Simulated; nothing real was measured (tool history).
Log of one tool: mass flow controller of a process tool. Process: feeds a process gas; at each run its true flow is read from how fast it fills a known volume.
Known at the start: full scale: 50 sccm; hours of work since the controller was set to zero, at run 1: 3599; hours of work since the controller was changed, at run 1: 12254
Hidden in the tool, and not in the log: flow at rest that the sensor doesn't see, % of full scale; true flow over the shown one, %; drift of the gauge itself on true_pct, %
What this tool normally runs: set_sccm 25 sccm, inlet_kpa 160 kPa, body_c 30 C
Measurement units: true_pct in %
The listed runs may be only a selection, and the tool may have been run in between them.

| run | hour | set_sccm | inlet_kpa | body_c | hours of work since the controller was set to zero | hours of work since the controller was changed | true_pct |
|---|---|---|---|---|---|---|---|
| 1 | 0.0 | 25 | 160 | 30 | 3599 | 12254 | 96.11 |
| 2 | 227.7 | 25 | 160 | 30 | 3733 | 12389 | 96.07 |
| 3 | 531.5 | 25 | 160 | 30 | 3913 | 12568 | 96.14 |
| 4 | 953.9 | 25 | 160 | 30 | 4162 | 12817 | 96.07 |
| 5 | 1493.4 | 25 | 160 | 30 | 4480 | 13135 | 96.14 |
|  | 1833.4 | controller exchanged for a calibrated one |
| 6 | 2005.0 | 25 | 172 | 30 | 101 | 101 | 99.61 |
| 7 | 2464.8 | 20 | 160 | 30 | 372 | 372 | 99.47 |
| 8 | 2893.2 | 20 | 160 | 30 | 625 | 625 | 99.42 |
| 9 | 3337.8 | 25 | 160 | 30 | 887 | 887 | 99.35 |
| 10 | 3810.1 | 37 | 160 | 30 | 1166 | 1166 | 99.65 |
| 11 | 4067.1 | 10 | 160 | 30 | 1317 | 1317 | 99.58 |
| 12 | 4598.3 | 10 | 160 | 30 | 1631 | 1631 | 99.58 |
| 13 | 5009.4 | 10 | 160 | 30 | 1873 | 1873 | 99.60 |
| 14 | 5304.7 | 10 | 160 | 30 | 2047 | 2047 | 99.79 |
| 15 | 5750.7 | 10 | 160 | 25 | 2310 | 2310 | 100.05 |
| 16 | 6056.1 | 14 | 160 | 25 | 2490 | 2490 | 99.58 |
|  | 6105.1 | controller's zero set anew |
| 17 | 6574.9 | 14 | 160 | 25 | 277 | 2796 | 100.45 |
| 18 | 7065.9 | 25 | 142 | 21 | 567 | 3086 | 100.01 |
| 19 | 7361.1 | 25 | 142 | 21 | 741 | 3260 | 100.02 |
| 20 | 7723.4 | 25 | 142 | 21 | 954 | 3473 | 100.18 |
| 21 | 8067.6 | 13 | 183 | 33 | 1157 | 3676 | 100.07 |
| 22 | 8547.9 | 14 | 183 | 24 | 1441 | 3960 | 100.54 |
| 23 | 9054.0 | 24 | 154 | 30 | 1739 | 4258 | 99.44 |
|  | 9253.5 | controller's zero set anew, once more |
| 24 | 9318.9 | 24 | 154 | 30 | 39 | 4414 | 98.14 |
| 25 | 9689.8 | 24 | 154 | 30 | 257 | 4633 | 98.13 |
| 26 | 10132.4 | 24 | 193 | 30 | 518 | 4894 | 98.09 |
| 27 | 10493.1 | 24 | 193 | 30 | 731 | 5107 | 98.07 |
| 28 | 10945.6 | 12 | 231 | 34 | 998 | 5373 | 97.69 |
| 29 | 11247.3 | 8 | 224 | 22 | 1176 | 5551 | 98.65 |
| 30 | 11631.5 | 11 | 239 | 29 | 1402 | 5778 | 98.00 |
| 31 | 11925.5 | 11 | 186 | 29 | 1576 | 5951 | 98.26 |
| 32 | 12429.8 | 12 | 234 | 35 | 1873 | 6249 | 97.62 |
| 33 | 12776.7 | 27 | 177 | 25 | 2078 | 6453 | 98.09 |
| 34 | 13261.2 | 6 | 262 | 23 | 2364 | 6739 | 99.38 |

Here are 5 independent what-if runs from the current tool condition. What would each one return?
| A | 13733.2 | 25 | 255 | 21 | 2642 | 7017 | ? |
| B | 13733.2 | 11 | 217 | 23 | 2642 | 7017 | ? |
| C | 13733.2 | 33 | 154 | 31 | 2642 | 7017 | ? |
| D | 13733.2 | 25 | 163 | 22 | 2642 | 7017 | ? |
| E | 13733.2 | 12 | 144 | 24 | 2642 | 7017 | ? |

| run | true_pct |
|---|---|
| A | 98.24 |
| B | 98.70 |
| C | 97.83 |
| D | 98.28 |
| E | 98.51 |
The same runs, with their run-to-run variation unchanged, on a tool lacking any hidden condition would have given:
| run | true_pct |
|---|---|
| A | 99.66 |
| B | 99.44 |
| C | 99.38 |
| D | 99.69 |
| E | 99.35 |

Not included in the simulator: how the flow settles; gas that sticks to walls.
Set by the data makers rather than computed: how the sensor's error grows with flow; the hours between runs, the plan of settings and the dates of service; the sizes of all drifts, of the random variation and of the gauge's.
